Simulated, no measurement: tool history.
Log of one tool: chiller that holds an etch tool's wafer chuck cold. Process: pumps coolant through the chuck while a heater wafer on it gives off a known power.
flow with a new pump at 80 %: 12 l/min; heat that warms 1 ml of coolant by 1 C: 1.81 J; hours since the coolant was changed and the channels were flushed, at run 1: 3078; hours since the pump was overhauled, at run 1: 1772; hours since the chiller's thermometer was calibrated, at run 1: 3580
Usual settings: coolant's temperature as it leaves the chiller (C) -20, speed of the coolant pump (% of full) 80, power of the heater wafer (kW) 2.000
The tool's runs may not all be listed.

run,day,coolant's temperature as it leaves the chiller (C),speed of the coolant pump (% of full),power of the heater wafer (kW),hours since the coolant was changed and the channels were flushed,hours since the pump was overhauled,hours since the chiller's thermometer was calibrated,chuck's temperature once it has settled (C),how much warmer the coolant comes back (C)
1,0.000,-20,80,2.000,3078,1772,3580,-2.6,5.78
2,4.967,-20,80,2.426,3197,1891,3699,1.2,6.94
3,8.750,-20,97,2.426,3288,1982,3790,-1.6,5.75
4,11.408,-20,97,2.426,3351,2046,3854,-1.6,5.76
5,16.546,-20,79,2.426,3475,2169,3977,1.6,7.13
6,20.821,-20,79,2.426,3577,2272,4080,1.5,7.14
# day 25.117: chiller's thermometer calibrated
7,25.196,-20,80,2.000,3681,2376,2,-2.6,5.91
8,29.767,-20,80,2.000,3791,2485,112,-2.6,5.85
9,33.783,-20,73,2.000,3887,2582,208,-1.1,6.46
10,37.462,-20,80,2.333,3976,2670,296,0.6,6.90
11,40.771,-20,80,2.333,4055,2749,376,0.5,6.88
12,44.004,-20,80,2.333,4133,2827,453,0.7,6.90
13,49.175,-26,74,2.333,4257,2951,577,-4.0,7.48
14,52.458,-20,73,1.951,4335,3030,656,-1.5,6.41
# day 54.567: coolant changed, channels flushed
15,57.317,-27,79,1.855,66,3141,767,-11.0,5.64
16,62.350,-22,67,1.992,187,3261,888,-2.6,7.14
17,67.112,-24,97,1.730,301,3376,1002,-11.3,4.22
18,70.762,-26,88,1.289,389,3463,1090,-15.8,3.56
19,75.233,-20,75,1.479,496,3570,1197,-6.4,4.70
20,78.071,-21,83,1.939,564,3639,1265,-4.7,5.60

3 ways to go on from here, each from the tool as it stands after run 20. What would each give?
A,81.058,-24,67,2.000,636,3710,1337,?,?
B,81.058,-21,83,1.260,636,3710,1337,?,?
C,81.058,-14,96,1.939,636,3710,1337,?,?

run,chuck's temperature once it has settled (C),how much warmer the coolant comes back (C)
A,-4.2,7.25
B,-10.4,3.58
C,0.6,4.76
Without the tool's hidden state the same runs would have given:
run,chuck's temperature once it has settled (C),how much warmer the coolant comes back (C)
A,-5.7,6.67
B,-11.2,3.29
C,-0.5,4.38

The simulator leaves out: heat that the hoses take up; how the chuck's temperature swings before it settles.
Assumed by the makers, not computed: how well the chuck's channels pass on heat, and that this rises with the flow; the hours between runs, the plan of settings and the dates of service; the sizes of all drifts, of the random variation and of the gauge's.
